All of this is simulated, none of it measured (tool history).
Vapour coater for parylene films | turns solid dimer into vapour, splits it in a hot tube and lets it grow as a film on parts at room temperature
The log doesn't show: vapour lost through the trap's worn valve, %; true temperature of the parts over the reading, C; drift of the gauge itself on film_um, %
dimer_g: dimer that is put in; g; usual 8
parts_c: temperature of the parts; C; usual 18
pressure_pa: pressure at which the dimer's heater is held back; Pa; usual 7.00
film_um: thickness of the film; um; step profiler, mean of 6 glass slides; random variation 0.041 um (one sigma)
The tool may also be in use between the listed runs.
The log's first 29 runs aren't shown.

run,hour,dimer_g,parts_c,pressure_pa,hours of work since the trap's valve was overhauled,hours of work since the table's thermometer was calibrated,film_um
30,724.2,6,18,9.58,298,215,2.80
31,742.3,6,11,11.05,309,227,3.31
# hour 756.3: trap's valve overhauled
32,773.5,6,11,11.05,11,245,3.75
33,793.4,6,11,11.05,24,258,3.72
34,819.7,13,14,7.00,41,275,7.98
35,844.4,7,28,2.09,57,291,3.61
36,869.6,8,11,6.04,74,307,5.42
37,891.5,8,11,6.04,88,322,5.36
38,914.3,8,11,6.04,103,336,5.24
39,940.1,3,12,3.94,120,353,2.08
40,972.1,3,27,3.74,140,374,1.40

Run 41 comes next. What will it give?
41,989.2,3,27,3.74,151,385,?

Run 41 gave film_um 1.39 um.
Without the tool's hidden state the same run would have given film_um 1.48 um.
